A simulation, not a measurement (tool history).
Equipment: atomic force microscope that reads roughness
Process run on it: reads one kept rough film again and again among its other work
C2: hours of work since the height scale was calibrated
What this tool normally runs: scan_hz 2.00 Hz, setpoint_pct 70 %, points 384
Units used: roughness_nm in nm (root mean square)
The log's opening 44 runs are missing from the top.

run 45 hour=739.5 | scan_hz=2.41 setpoint_pct=77 points=481 | pictures_with_this_tip=288 C2=731 | roughness_nm=4.222
-- hour=753.4 new tip fitted
run 46 hour=764.2 | scan_hz=0.60 setpoint_pct=74 points=384 | pictures_with_this_tip=18 C2=744 | roughness_nm=5.519
run 47 hour=776.0 | scan_hz=1.16 setpoint_pct=57 points=712 | pictures_with_this_tip=38 C2=750 | roughness_nm=5.526
run 48 hour=792.8 | scan_hz=3.97 setpoint_pct=77 points=343 | pictures_with_this_tip=67 C2=759 | roughness_nm=4.294
run 49 hour=809.9 | scan_hz=3.97 setpoint_pct=77 points=343 | pictures_with_this_tip=95 C2=768 | roughness_nm=4.269
run 50 hour=825.8 | scan_hz=1.74 setpoint_pct=62 points=721 | pictures_with_this_tip=122 C2=777 | roughness_nm=5.170
run 51 hour=835.7 | scan_hz=1.18 setpoint_pct=63 points=372 | pictures_with_this_tip=139 C2=782 | roughness_nm=5.212
run 52 hour=848.0 | scan_hz=2.00 setpoint_pct=88 points=384 | pictures_with_this_tip=160 C2=789 | roughness_nm=4.278
run 53 hour=868.2 | scan_hz=1.20 setpoint_pct=70 points=617 | pictures_with_this_tip=194 C2=800 | roughness_nm=4.966

Branching from run 53: 3 alternative next runs. What would each branch give?
run A hour=887.1 | scan_hz=3.54 setpoint_pct=77 points=347 | pictures_with_this_tip=226 C2=810 | roughness_nm=?
run B hour=887.1 | scan_hz=0.70 setpoint_pct=84 points=417 | pictures_with_this_tip=226 C2=810 | roughness_nm=?
run C hour=887.1 | scan_hz=2.47 setpoint_pct=70 points=384 | pictures_with_this_tip=226 C2=810 | roughness_nm=?

run=A roughness_nm=4.151
run=B roughness_nm=4.828
run=C roughness_nm=4.604
What these runs would have given with no unlogged condition in the tool:
run=A roughness_nm=4.587
run=B roughness_nm=5.337
run=C roughness_nm=5.089

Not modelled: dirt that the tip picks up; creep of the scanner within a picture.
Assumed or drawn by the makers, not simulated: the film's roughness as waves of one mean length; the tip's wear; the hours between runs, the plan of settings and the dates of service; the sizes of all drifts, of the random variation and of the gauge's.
